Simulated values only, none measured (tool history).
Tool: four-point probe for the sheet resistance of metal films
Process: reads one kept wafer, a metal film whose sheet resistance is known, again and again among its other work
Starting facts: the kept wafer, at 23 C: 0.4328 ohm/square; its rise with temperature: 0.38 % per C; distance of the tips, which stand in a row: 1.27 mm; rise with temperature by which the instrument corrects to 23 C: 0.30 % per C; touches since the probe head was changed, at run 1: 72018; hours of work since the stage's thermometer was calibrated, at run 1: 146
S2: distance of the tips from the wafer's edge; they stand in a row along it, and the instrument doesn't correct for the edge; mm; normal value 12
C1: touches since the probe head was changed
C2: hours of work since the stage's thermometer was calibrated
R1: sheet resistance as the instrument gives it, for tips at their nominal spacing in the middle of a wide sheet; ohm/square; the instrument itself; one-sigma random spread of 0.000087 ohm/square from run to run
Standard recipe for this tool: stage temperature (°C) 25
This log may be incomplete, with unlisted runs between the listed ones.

{"run": 1, "day": 0.0, "stage temperature (°C)": 25, "S2": 12, "C1": 72018, "C2": 146, "R1": 0.435209}
{"run": 2, "day": 1.788, "stage temperature (°C)": 29, "S2": 12, "C1": 72951, "C2": 167, "R1": 0.436933}
{"run": 3, "day": 5.354, "stage temperature (°C)": 29, "S2": 12, "C1": 74812, "C2": 207, "R1": 0.436774}
{"run": 4, "day": 9.479, "stage temperature (°C)": 30, "S2": 12, "C1": 76963, "C2": 254, "R1": 0.436956}
{"run": 5, "day": 12.846, "stage temperature (°C)": 30, "S2": 12, "C1": 78719, "C2": 292, "R1": 0.436947}
{"run": 6, "day": 14.658, "stage temperature (°C)": 30, "S2": 12, "C1": 79665, "C2": 313, "R1": 0.436826}
{"run": 7, "day": 16.433, "stage temperature (°C)": 30, "S2": 12, "C1": 80590, "C2": 333, "R1": 0.436941}
{"run": 8, "day": 18.721, "stage temperature (°C)": 30, "S2": 12, "C1": 81782, "C2": 359, "R1": 0.436843}
{"run": 9, "day": 21.838, "stage temperature (°C)": 25, "S2": 12, "C1": 83408, "C2": 395, "R1": 0.434895}
{"run": 10, "day": 24.654, "stage temperature (°C)": 19, "S2": 12, "C1": 84877, "C2": 427, "R1": 0.432717}
{"run": 11, "day": 28.746, "stage temperature (°C)": 19, "S2": 12, "C1": 87012, "C2": 473, "R1": 0.432708}
{"run": 12, "day": 32.812, "stage temperature (°C)": 19, "S2": 12, "C1": 89133, "C2": 520, "R1": 0.43262}
{"run": 13, "day": 35.954, "stage temperature (°C)": 19, "S2": 12, "C1": 90771, "C2": 555, "R1": 0.432533}
{"run": 14, "day": 39.208, "stage temperature (°C)": 19, "S2": 12, "C1": 92469, "C2": 592, "R1": 0.432551}
{"run": 15, "day": 41.608, "stage temperature (°C)": 19, "S2": 12, "C1": 93721, "C2": 620, "R1": 0.432531}
{"run": 16, "day": 43.642, "stage temperature (°C)": 19, "S2": 12, "C1": 94782, "C2": 643, "R1": 0.43251}
{"run": 17, "day": 46.162, "stage temperature (°C)": 19, "S2": 59, "C1": 96097, "C2": 672, "R1": 0.430035}
{"run": 18, "day": 49.958, "stage temperature (°C)": 19, "S2": 22, "C1": 98076, "C2": 715, "R1": 0.430558}
{"run": 19, "day": 52.021, "stage temperature (°C)": 19, "S2": 22, "C1": 99152, "C2": 738, "R1": 0.430622}
{"run": 20, "day": 54.842, "stage temperature (°C)": 19, "S2": 22, "C1": 100623, "C2": 770, "R1": 0.430681}
{"run": 21, "day": 56.596, "stage temperature (°C)": 25, "S2": 54, "C1": 101537, "C2": 790, "R1": 0.432301}
{"run": 22, "day": 59.258, "stage temperature (°C)": 25, "S2": 54, "C1": 102928, "C2": 821, "R1": 0.43208}
{"run": 23, "day": 61.5, "stage temperature (°C)": 25, "S2": 54, "C1": 104096, "C2": 846, "R1": 0.43212}
{"run": 24, "day": 65.579, "stage temperature (°C)": 26, "S2": 54, "C1": 106223, "C2": 892, "R1": 0.432638}
{"run": 25, "day": 68.383, "stage temperature (°C)": 21, "S2": 23, "C1": 107687, "C2": 924, "R1": 0.431115}
{"run": 26, "day": 70.358, "stage temperature (°C)": 28, "S2": 3, "C1": 108717, "C2": 947, "R1": 0.471014}
{"run": 27, "day": 73.188, "stage temperature (°C)": 33, "S2": 25, "C1": 110192, "C2": 979, "R1": 0.435355}
{"run": 28, "day": 75.45, "stage temperature (°C)": 33, "S2": 25, "C1": 111373, "C2": 1005, "R1": 0.435324}
{"run": 29, "day": 77.196, "stage temperature (°C)": 33, "S2": 25, "C1": 112284, "C2": 1025, "R1": 0.435275}
{"run": 30, "day": 79.438, "stage temperature (°C)": 26, "S2": 11, "C1": 113453, "C2": 1050, "R1": 0.435194}
{"run": 31, "day": 81.321, "stage temperature (°C)": 26, "S2": 11, "C1": 114434, "C2": 1071, "R1": 0.435098}
{"run": 32, "day": 83.558, "stage temperature (°C)": 34, "S2": 10, "C1": 115601, "C2": 1097, "R1": 0.438793}
{"run": 33, "day": 85.488, "stage temperature (°C)": 31, "S2": 33, "C1": 116608, "C2": 1119, "R1": 0.43402}
{"run": 34, "day": 89.112, "stage temperature (°C)": 29, "S2": 70, "C1": 118498, "C2": 1160, "R1": 0.433147}
{"run": 35, "day": 92.733, "stage temperature (°C)": 22, "S2": 30, "C1": 120387, "C2": 1201, "R1": 0.430848}
{"run": 36, "day": 95.829, "stage temperature (°C)": 22, "S2": 30, "C1": 122002, "C2": 1237, "R1": 0.430968}
{"run": 37, "day": 99.388, "stage temperature (°C)": 19, "S2": 13, "C1": 123859, "C2": 1277, "R1": 0.431376}
{"run": 38, "day": 103.596, "stage temperature (°C)": 25, "S2": 6, "C1": 126054, "C2": 1325, "R1": 0.441485}
{"run": 39, "day": 106.346, "stage temperature (°C)": 23, "S2": 4, "C1": 127488, "C2": 1356, "R1": 0.452767}
{"run": 40, "day": 109.962, "stage temperature (°C)": 23, "S2": 4, "C1": 129374, "C2": 1397, "R1": 0.45281}
{"run": 41, "day": 112.012, "stage temperature (°C)": 21, "S2": 17, "C1": 130444, "C2": 1421, "R1": 0.431169}
{"run": 42, "day": 115.796, "stage temperature (°C)": 24, "S2": 23, "C1": 132417, "C2": 1464, "R1": 0.431665}
{"run": 43, "day": 117.721, "stage temperature (°C)": 26, "S2": 51, "C1": 133421, "C2": 1486, "R1": 0.431808}
{"run": 44, "day": 121.438, "stage temperature (°C)": 25, "S2": 22, "C1": 135358, "C2": 1528, "R1": 0.432057}
{"run": 45, "day": 124.35, "stage temperature (°C)": 23, "S2": 11, "C1": 136878, "C2": 1561, "R1": 0.433611}
{"run": 46, "day": 127.642, "stage temperature (°C)": 18, "S2": 53, "C1": 138595, "C2": 1598, "R1": 0.428749}

3 ways to go on from here, each from the tool as it stands after run 46. What would each give?
{"run": "A", "day": 129.479, "stage temperature (°C)": 18, "S2": 26, "C1": 139553, "C2": 1619, "R1": "?"}
{"run": "B", "day": 129.479, "stage temperature (°C)": 18, "S2": 14, "C1": 139553, "C2": 1619, "R1": "?"}
{"run": "C", "day": 129.479, "stage temperature (°C)": 24, "S2": 8, "C1": 139553, "C2": 1619, "R1": "?"}

run=A R1=0.428982
run=B R1=0.430465
run=C R1=0.436711
Without the tool's hidden state the same runs would have given:
run=A R1=0.431332
run=B R1=0.432823
run=C R1=0.439092
